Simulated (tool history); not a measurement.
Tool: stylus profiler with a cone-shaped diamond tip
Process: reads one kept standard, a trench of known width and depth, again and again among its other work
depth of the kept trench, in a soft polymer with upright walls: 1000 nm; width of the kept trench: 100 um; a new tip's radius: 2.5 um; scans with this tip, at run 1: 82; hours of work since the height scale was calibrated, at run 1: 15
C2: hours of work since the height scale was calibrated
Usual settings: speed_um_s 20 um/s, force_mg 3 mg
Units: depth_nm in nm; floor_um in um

Run 1, hour 0: usual settings; scans with this tip 82; C2 15. Result: depth_nm 1011.95 nm, floor_um 95.82 um.
Run 2, hour 66.5: usual settings but force_mg 7.02 mg; scans with this tip 256; C2 46. Result: depth_nm 1021.77 nm, floor_um 95.77 um.
Run 3, hour 112.3: usual settings; scans with this tip 376; C2 68. Result: depth_nm 1012.64 nm, floor_um 95.76 um.
Run 4, hour 179.3: usual settings; scans with this tip 552; C2 100. Result: depth_nm 1012.25 nm, floor_um 95.76 um.
Run 5, hour 236.7: usual settings; scans with this tip 702; C2 127. Result: depth_nm 1012.86 nm, floor_um 95.71 um.
Run 6, hour 295.3: usual settings; scans with this tip 856; C2 155. Result: depth_nm 1013.21 nm, floor_um 95.64 um.
Run 7, hour 376.4: usual settings; scans with this tip 1069; C2 194. Result: depth_nm 1013.2 nm, floor_um 95.61 um.
Run 8, hour 457.4: usual settings but force_mg 1.33 mg; scans with this tip 1281; C2 232. Result: depth_nm 1008.25 nm, floor_um 95.49 um.
Run 9, hour 513.9: usual settings but speed_um_s 52 um/s; scans with this tip 1429; C2 259. Result: depth_nm 1013.33 nm, floor_um 95.36 um.
Run 10, hour 565.3: usual settings but force_mg 7.54 mg; scans with this tip 1564; C2 284. Result: depth_nm 1023.81 nm, floor_um 95.56 um.
Run 11, hour 617.7: usual settings but force_mg 7.54 mg; scans with this tip 1701; C2 309. Result: depth_nm 1024 nm, floor_um 95.52 um.
Run 12, hour 691.8: usual settings but force_mg 7.54 mg; scans with this tip 1896; C2 344. Result: depth_nm 1023.88 nm, floor_um 95.47 um.
Run 13, hour 790.9: usual settings but force_mg 2.66 mg; scans with this tip 2155; C2 391. Result: depth_nm 1013.04 nm, floor_um 95.39 um.
Run 14, hour 860.2: usual settings but speed_um_s 65 um/s, force_mg 2.66 mg; scans with this tip 2337; C2 424. Result: depth_nm 1012.96 nm, floor_um 95.11 um.
Run 15, hour 950.2: usual settings but speed_um_s 19 um/s; scans with this tip 2573; C2 467. Result: depth_nm 1014.21 nm, floor_um 95.34 um.
Run 16, hour 998.1: usual settings but speed_um_s 19 um/s; scans with this tip 2699; C2 490. Result: depth_nm 1014.54 nm, floor_um 95.3 um.
Run 17, hour 1055.6: usual settings but speed_um_s 10 um/s, force_mg 2.3 mg; scans with this tip 2849; C2 517. Result: depth_nm 1012.58 nm, floor_um 95.36 um.
Run 18, hour 1133.8: usual settings but speed_um_s 6 um/s, force_mg 1.95 mg; scans with this tip 3055; C2 554. Result: depth_nm 1011.91 nm, floor_um 95.27 um.
Run 19, hour 1224.5: usual settings but speed_um_s 18 um/s, force_mg 1.62 mg; scans with this tip 3292; C2 598. Result: depth_nm 1010.79 nm, floor_um 95.2 um.
Run 20, hour 1302.2: usual settings but speed_um_s 16 um/s, force_mg 4.07 mg; scans with this tip 3496; C2 635. Result: depth_nm 1017.42 nm, floor_um 95.22 um.
Run 21, hour 1394: usual settings but force_mg 1.21 mg; scans with this tip 3737; C2 678. Result: depth_nm 1009.88 nm, floor_um 95.07 um.
Run 22, hour 1451: usual settings but speed_um_s 13 um/s, force_mg 7.54 mg; scans with this tip 3886; C2 705. Result: depth_nm 1025.72 nm, floor_um 95.17 um.
Run 23, hour 1553.7: usual settings but speed_um_s 17 um/s, force_mg 1.67 mg; scans with this tip 4156; C2 754. Result: depth_nm 1011.44 nm, floor_um 94.99 um.
Run 24, hour 1653.8: usual settings but speed_um_s 7 um/s, force_mg 2.89 mg; scans with this tip 4418; C2 802. Result: depth_nm 1015.51 nm, floor_um 95.02 um.
Run 25, hour 1715.3: usual settings but speed_um_s 8 um/s, force_mg 2.37 mg; scans with this tip 4579; C2 831. Result: depth_nm 1014.02 nm, floor_um 95.06 um.
Run 26, hour 1793.2: usual settings but speed_um_s 39 um/s, force_mg 5.08 mg; scans with this tip 4784; C2 868. Result: depth_nm 1021.22 nm, floor_um 94.83 um.
Run 27, hour 1893.4: usual settings but speed_um_s 39 um/s, force_mg 5.08 mg; scans with this tip 5046; C2 916. Result: depth_nm 1021.04 nm, floor_um 94.83 um.
Run 28, hour 1988.2: usual settings but speed_um_s 39 um/s, force_mg 5.08 mg; scans with this tip 5295; C2 961. Result: depth_nm 1021.68 nm, floor_um 94.87 um.
Run 29, hour 2067.2: usual settings but speed_um_s 39 um/s, force_mg 5.08 mg; scans with this tip 5502; C2 999. Result: depth_nm 1021.46 nm, floor_um 94.76 um.

Measured less the same run without the tool's hidden state. The same run-to-run variation is in both; the gauge's scatter may not be:
The hidden state here: radius of the tip, um; height scale over the true one, %; drift of the gauge itself on depth_nm, %; drift of the gauge itself on floor_um, %.
run  depth_nm  floor_um
  1     +0.16     -0.09
  2     +0.31     -0.13
  3      +0.4     -0.16
  4     +0.53     -0.19
  5     +0.65     -0.22
  6     +0.76     -0.25
  7     +0.92      -0.3
  8     +1.08     -0.34
  9     +1.19     -0.37
 10      +1.3     -0.39
 11     +1.44     -0.41
 12     +1.57     -0.46
 13     +1.76      -0.5
 14     +1.88     -0.54
 15     +2.07     -0.57
 16     +2.17      -0.6
 17     +2.28     -0.63
 18     +2.42     -0.67
 19     +2.62     -0.71
 20     +2.82     -0.74
 21     +2.98     -0.79
 22     +3.14     -0.81
 23     +3.31     -0.86
 24     +3.53      -0.9
 25     +3.64     -0.92
 26     +3.83     -0.97
 27     +4.04     -1.01
 28     +4.24     -1.05
 29     +4.39     -1.09
